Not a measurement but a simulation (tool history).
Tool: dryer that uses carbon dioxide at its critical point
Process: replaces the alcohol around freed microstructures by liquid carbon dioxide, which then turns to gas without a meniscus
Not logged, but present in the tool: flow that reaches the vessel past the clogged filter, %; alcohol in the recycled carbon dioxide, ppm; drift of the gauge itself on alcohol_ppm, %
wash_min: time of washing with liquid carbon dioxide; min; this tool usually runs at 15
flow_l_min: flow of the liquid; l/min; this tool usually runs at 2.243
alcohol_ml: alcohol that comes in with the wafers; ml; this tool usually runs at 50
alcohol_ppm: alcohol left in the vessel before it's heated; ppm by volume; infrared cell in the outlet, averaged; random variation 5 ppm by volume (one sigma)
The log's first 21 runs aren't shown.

run	day	wash_min	flow_l_min	alcohol_ml	hours of work since the filter was changed	hours of work since the purifier's bed was changed	alcohol_ppm
22	12.025	15	1.420	50	389	377	490
23	12.550	15	1.420	50	396	384	504
24	13.242	15	2.243	50	404	392	128
# day 13.396: inlet filter changed
25	13.858	15	2.243	50	6	399	100
26	14.175	15	2.520	32	10	403	86
27	14.721	15	2.520	32	16	410	91
28	15.175	15	2.520	32	22	415	87
29	15.658	9	3.530	32	28	421	104
30	16.179	9	3.530	32	34	428	105
31	16.950	13	3.530	32	44	437	85
32	17.433	19	1.630	28	50	443	104
33	18.158	9	2.300	50	58	452	357
34	18.838	13	2.243	106	67	460	206
35	19.496	13	2.243	106	75	469	223
36	20.200	13	1.810	82	84	477	364
37	20.812	13	1.810	82	91	485	366
38	21.354	13	1.810	82	98	491	379
39	21.758	20	1.780	110	103	496	136

Run 40 comes next. What will it give?
40	22.275	20	1.780	110	109	503	?

alcohol_ppm: 133 ppm by volume
Without the tool's hidden state the same run would have given alcohol_ppm 34 ppm by volume.
